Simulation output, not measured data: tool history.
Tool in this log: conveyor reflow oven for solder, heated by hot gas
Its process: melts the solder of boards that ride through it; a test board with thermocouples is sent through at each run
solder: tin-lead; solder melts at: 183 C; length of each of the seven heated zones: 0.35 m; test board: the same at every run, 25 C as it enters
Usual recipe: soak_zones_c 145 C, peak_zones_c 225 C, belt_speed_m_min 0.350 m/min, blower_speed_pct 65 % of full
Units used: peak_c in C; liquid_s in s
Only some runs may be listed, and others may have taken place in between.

run     day  soak_zones_c  peak_zones_c  belt_speed_m_min  blower_speed_pct  peak_c  liquid_s
  1   0.000           145           225             0.350                65   215.4      94.5
  2   1.012           145           225             0.368                65   214.1      87.8
  3   1.825           145           225             0.368                65   214.0      87.6
  4   2.546           145           225             0.368                65   214.0      87.1
  5   3.475           145           225             0.350                80   217.0      97.2
  6   4.492           145           228             0.350                65   217.8      96.9
  7   5.492           145           228             0.350                65   217.5      96.8
  8   6.304           145           225             0.350                65   215.0      94.0
  9   7.079           145           225             0.350                64   214.8      93.2
 10   8.062           145           224             0.350                65   214.1      92.5
 11   9.179           142           224             0.350                65   213.4      89.8
 12  10.246           151           224             0.350                65   214.7      97.7
 13  11.038           145           225             0.350                65   214.8      93.6
 14  12.204           142           225             0.350                65   214.3      90.6
 15  13.379           142           225             0.350                65   214.2      90.8
 16  14.517           142           225             0.350                65   213.9      90.6
 17  15.212           157           225             0.390                65   213.8      89.3
 18  16.046           157           231             0.356                65   221.3     107.0
 19  16.925           157           231             0.356                65   221.3     107.2
 20  18.008           154           226             0.298                62   219.8     124.8
     18.283  -- flux residue cleaned out of gas plates and filters
 21  18.888           155           225             0.298                65   218.4     124.0
 22  19.750           152           224             0.281                56   217.3     127.6
 23  20.242           152           236             0.350                65   223.9     107.7
 24  20.762           155           216             0.325                75   209.5     102.6
     21.150  -- flux residue cleaned out of gas plates and filters, once more
 25  22.146           155           216             0.325                75   212.3     108.5
 26  23.158           145           225             0.342                82   219.5     103.6
 27  24.112           145           231             0.342                53   220.6     102.5
 28  24.638           145           231             0.342                53   220.4     102.4
 29  25.521           147           218             0.316                58   211.7     102.4
 30  26.138           131           225             0.359                83   216.9      87.7

Alternative continuations, all from the tool just after run 30; predict every row:
  A  26.929           139           225             0.350                65       ?         ?
  B  26.929           155           224             0.393                65       ?         ?
  C  26.929           147           220             0.350                63       ?         ?
  D  26.929           141           233             0.359                81       ?         ?

run  peak_c  liquid_s
  A   215.8      92.1
  B   214.4      88.8
  C   212.1      92.3
  D   225.2     100.4
Take away the tool's hidden state, keep each run's random variation, and the runs would have read:
run  peak_c  liquid_s
  A   213.9      88.7
  B   212.6      85.7
  C   210.3      88.7
  D   223.5      97.5

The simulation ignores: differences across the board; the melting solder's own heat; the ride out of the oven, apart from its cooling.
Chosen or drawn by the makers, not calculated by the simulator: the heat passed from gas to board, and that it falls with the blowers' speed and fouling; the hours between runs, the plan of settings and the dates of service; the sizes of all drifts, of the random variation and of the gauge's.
